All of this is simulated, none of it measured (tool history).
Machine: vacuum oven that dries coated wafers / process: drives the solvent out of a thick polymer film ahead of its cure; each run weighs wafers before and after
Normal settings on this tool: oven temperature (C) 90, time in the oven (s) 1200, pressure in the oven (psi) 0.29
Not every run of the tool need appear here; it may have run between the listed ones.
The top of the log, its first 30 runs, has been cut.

run,hour,oven temperature (C),time in the oven (s),pressure in the oven (psi),hours of work since the thermocouples were calibrated,hours of work since the vacuum gauge was cleaned of residue,solvent left in the film (%)
31,1371.6,83,960,0.643,123,810,8.28
32,1411.5,83,960,0.643,153,840,8.24
33,1478.6,88,1200,0.189,205,892,3.32
34,1510.4,85,1200,0.29,229,916,4.61
35,1551.2,90,1440,0.885,260,947,4.92
36,1595,90,840,0.558,293,981,5.72
37,1641.5,90,1320,0.45,329,1016,3.49
38,1674.9,90,1320,0.45,355,1042,3.37
39,1717.7,90,1980,0.703,387,1074,3.47
40,1779.7,90,1980,0.703,435,1122,3.67
41,1837.4,76,840,0.244,479,1166,9.74
42,1881.2,87,1200,0.245,512,1199,3.73
43,1929.6,87,1020,0.216,549,1236,4.34
44,1993.9,100,1920,0.474,598,1285,1.54
45,2029.7,100,1920,0.474,625,1313,1.51
46,2069.1,100,1920,0.474,656,1343,1.56
47,2130.3,100,1920,0.474,702,1390,1.5

Forecast each of these 3 alternatives for the next run:
A,2174.4,90,1500,0.484,736,1423,?
B,2174.4,100,1920,0.157,736,1423,?
C,2174.4,81,1200,0.203,736,1423,?

run,solvent left in the film (%)
A,3.16
B,0.58
C,5.44
Had the tool no hidden state, the same runs would have come out as:
run,solvent left in the film (%)
A,3.29
B,0.49
C,5.74

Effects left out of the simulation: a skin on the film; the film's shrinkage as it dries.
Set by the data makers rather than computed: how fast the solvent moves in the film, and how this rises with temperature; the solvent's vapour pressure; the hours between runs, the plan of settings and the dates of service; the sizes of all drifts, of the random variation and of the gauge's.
